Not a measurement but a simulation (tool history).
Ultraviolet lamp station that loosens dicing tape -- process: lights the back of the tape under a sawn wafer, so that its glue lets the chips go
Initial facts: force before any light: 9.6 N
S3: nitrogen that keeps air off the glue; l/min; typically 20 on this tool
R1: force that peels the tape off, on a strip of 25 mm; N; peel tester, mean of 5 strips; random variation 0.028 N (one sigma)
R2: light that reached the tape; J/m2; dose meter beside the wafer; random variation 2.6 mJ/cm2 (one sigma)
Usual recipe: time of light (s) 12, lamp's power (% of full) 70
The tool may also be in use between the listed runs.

{"run": 1, "day": 0.0, "time of light (s)": 12, "lamp's power (% of full)": 70, "S3": 20, "R1": 1.484, "R2": 3120}
{"run": 2, "day": 0.358, "time of light (s)": 12, "lamp's power (% of full)": 70, "S3": 20, "R1": 1.51, "R2": 3170}
{"run": 3, "day": 0.704, "time of light (s)": 12, "lamp's power (% of full)": 70, "S3": 20, "R1": 1.539, "R2": 3140}
{"run": 4, "day": 1.033, "time of light (s)": 12, "lamp's power (% of full)": 70, "S3": 20, "R1": 1.524, "R2": 3190}
{"run": 5, "day": 1.308, "time of light (s)": 12, "lamp's power (% of full)": 70, "S3": 20, "R1": 1.577, "R2": 3180}
{"run": 6, "day": 1.638, "time of light (s)": 12, "lamp's power (% of full)": 79, "S3": 20, "R1": 1.221, "R2": 3520}
{"run": 7, "day": 1.875, "time of light (s)": 12, "lamp's power (% of full)": 79, "S3": 20, "R1": 1.264, "R2": 3550}
{"run": 8, "day": 2.221, "time of light (s)": 12, "lamp's power (% of full)": 79, "S3": 20, "R1": 1.22, "R2": 3560}
{"run": 9, "day": 2.512, "time of light (s)": 12, "lamp's power (% of full)": 79, "S3": 20, "R1": 1.256, "R2": 3540}
{"run": 10, "day": 2.817, "time of light (s)": 12, "lamp's power (% of full)": 79, "S3": 20, "R1": 1.25, "R2": 3580}
{"run": 11, "day": 3.033, "time of light (s)": 12, "lamp's power (% of full)": 70, "S3": 14, "R1": 1.855, "R2": 3110}
{"run": 12, "day": 3.229, "time of light (s)": 16, "lamp's power (% of full)": 70, "S3": 20, "R1": 0.9, "R2": 4160}
{"run": 13, "day": 3.425, "time of light (s)": 16, "lamp's power (% of full)": 92, "S3": 7, "R1": 0.944, "R2": 5520}
{"run": 14, "day": 3.8, "time of light (s)": 9, "lamp's power (% of full)": 60, "S3": 29, "R1": 2.669, "R2": 1990}
{"run": 15, "day": 4.025, "time of light (s)": 14, "lamp's power (% of full)": 70, "S3": 25, "R1": 1.069, "R2": 3640}
{"run": 16, "day": 4.312, "time of light (s)": 15, "lamp's power (% of full)": 92, "S3": 10, "R1": 0.887, "R2": 5120}
{"run": 17, "day": 4.662, "time of light (s)": 12, "lamp's power (% of full)": 93, "S3": 23, "R1": 0.881, "R2": 4070}
{"run": 18, "day": 4.967, "time of light (s)": 14, "lamp's power (% of full)": 94, "S3": 23, "R1": 0.624, "R2": 4840}
{"run": 19, "day": 5.15, "time of light (s)": 7, "lamp's power (% of full)": 82, "S3": 11, "R1": 3.331, "R2": 2080}
{"run": 20, "day": 5.429, "time of light (s)": 7, "lamp's power (% of full)": 82, "S3": 11, "R1": 3.32, "R2": 2120}
{"run": 21, "day": 5.758, "time of light (s)": 8, "lamp's power (% of full)": 85, "S3": 14, "R1": 2.511, "R2": 2500}
{"run": 22, "day": 6.112, "time of light (s)": 12, "lamp's power (% of full)": 98, "S3": 14, "R1": 1.062, "R2": 4300}
{"run": 23, "day": 6.446, "time of light (s)": 11, "lamp's power (% of full)": 100, "S3": 14, "R1": 1.174, "R2": 3980}

Forecast each of these 5 alternatives for the next run:
{"day": 6.721, "done": "window cleaned of glue's vapour"}
{"run": "A", "day": 6.775, "time of light (s)": 17, "lamp's power (% of full)": 100, "S3": 12, "R1": "?", "R2": "?"}
{"day": 6.721, "done": "window cleaned of glue's vapour"}
{"run": "B", "day": 6.775, "time of light (s)": 9, "lamp's power (% of full)": 65, "S3": 14, "R1": "?", "R2": "?"}
{"day": 6.721, "done": "window cleaned of glue's vapour"}
{"run": "C", "day": 6.775, "time of light (s)": 12, "lamp's power (% of full)": 92, "S3": 27, "R1": "?", "R2": "?"}
{"day": 6.721, "done": "window cleaned of glue's vapour"}
{"run": "D", "day": 6.775, "time of light (s)": 11, "lamp's power (% of full)": 100, "S3": 25, "R1": "?", "R2": "?"}
{"day": 6.721, "done": "window cleaned of glue's vapour"}
{"run": "E", "day": 6.775, "time of light (s)": 21, "lamp's power (% of full)": 63, "S3": 29, "R1": "?", "R2": "?"}

run=A R1=0.482 R2=6460
run=B R1=2.909 R2=2250
run=C R1=0.784 R2=4230
run=D R1=0.839 R2=4200
run=E R1=0.511 R2=5010
Stripped of hidden state, with their random variation kept, the same runs would have yielded:
run=A R1=0.444 R2=6730
run=B R1=2.772 R2=2340
run=C R1=0.721 R2=4400
run=D R1=0.771 R2=4370
run=E R1=0.47 R2=5220
